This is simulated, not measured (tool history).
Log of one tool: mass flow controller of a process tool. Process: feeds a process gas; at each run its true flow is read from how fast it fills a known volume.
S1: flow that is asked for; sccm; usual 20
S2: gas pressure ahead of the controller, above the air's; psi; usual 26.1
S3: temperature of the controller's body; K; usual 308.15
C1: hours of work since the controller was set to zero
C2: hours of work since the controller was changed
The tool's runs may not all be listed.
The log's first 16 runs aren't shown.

run 17 hour=5221.2 | S1=20 S2=26.1 S3=308.15 | C1=252 C2=9110 | true_flow_(%)=98.42
run 18 hour=5417.1 | S1=20 S2=26.1 S3=308.15 | C1=353 C2=9211 | true_flow_(%)=98.4
run 19 hour=5801.8 | S1=20 S2=26.1 S3=308.15 | C1=550 C2=9408 | true_flow_(%)=98.57
run 20 hour=6247.5 | S1=20 S2=26.1 S3=308.15 | C1=779 C2=9637 | true_flow_(%)=98.49
run 21 hour=6501.3 | S1=20 S2=26.1 S3=308.15 | C1=910 C2=9768 | true_flow_(%)=98.5
run 22 hour=6752.3 | S1=20 S2=26.1 S3=308.15 | C1=1039 C2=9897 | true_flow_(%)=98.47
run 23 hour=7216.8 | S1=20 S2=26.1 S3=308.15 | C1=1277 C2=10135 | true_flow_(%)=98.43
run 24 hour=7670 | S1=20 S2=26.1 S3=308.15 | C1=1510 C2=10368 | true_flow_(%)=98.39
run 25 hour=7863.2 | S1=20 S2=26.1 S3=308.15 | C1=1610 C2=10467 | true_flow_(%)=98.48
run 26 hour=8077 | S1=20 S2=26.1 S3=308.15 | C1=1719 C2=10577 | true_flow_(%)=98.45
run 27 hour=8414.1 | S1=39 S2=26 S3=298.15 | C1=1893 C2=10750 | true_flow_(%)=99.47
run 28 hour=8831 | S1=39 S2=38 S3=297.15 | C1=2107 C2=10965 | true_flow_(%)=99.95
run 29 hour=9172.7 | S1=39 S2=38 S3=303.15 | C1=2282 C2=11140 | true_flow_(%)=99.6
run 30 hour=9538.5 | S1=24 S2=30.3 S3=308.15 | C1=2470 C2=11328 | true_flow_(%)=98.7
run 31 hour=9881.8 | S1=25 S2=27.8 S3=304.15 | C1=2647 C2=11505 | true_flow_(%)=98.79
run 32 hour=10241.7 | S1=48 S2=27.8 S3=304.15 | C1=2832 C2=11689 | true_flow_(%)=99.63

Run 33 comes next. What will it give?
run 33 hour=10703.2 | S1=48 S2=27.8 S3=304.15 | C1=3069 C2=11927 | true_flow_(%)=?

true flow (%): 99.67
Without the tool's hidden state the same run would have given true flow (%) 99.65.
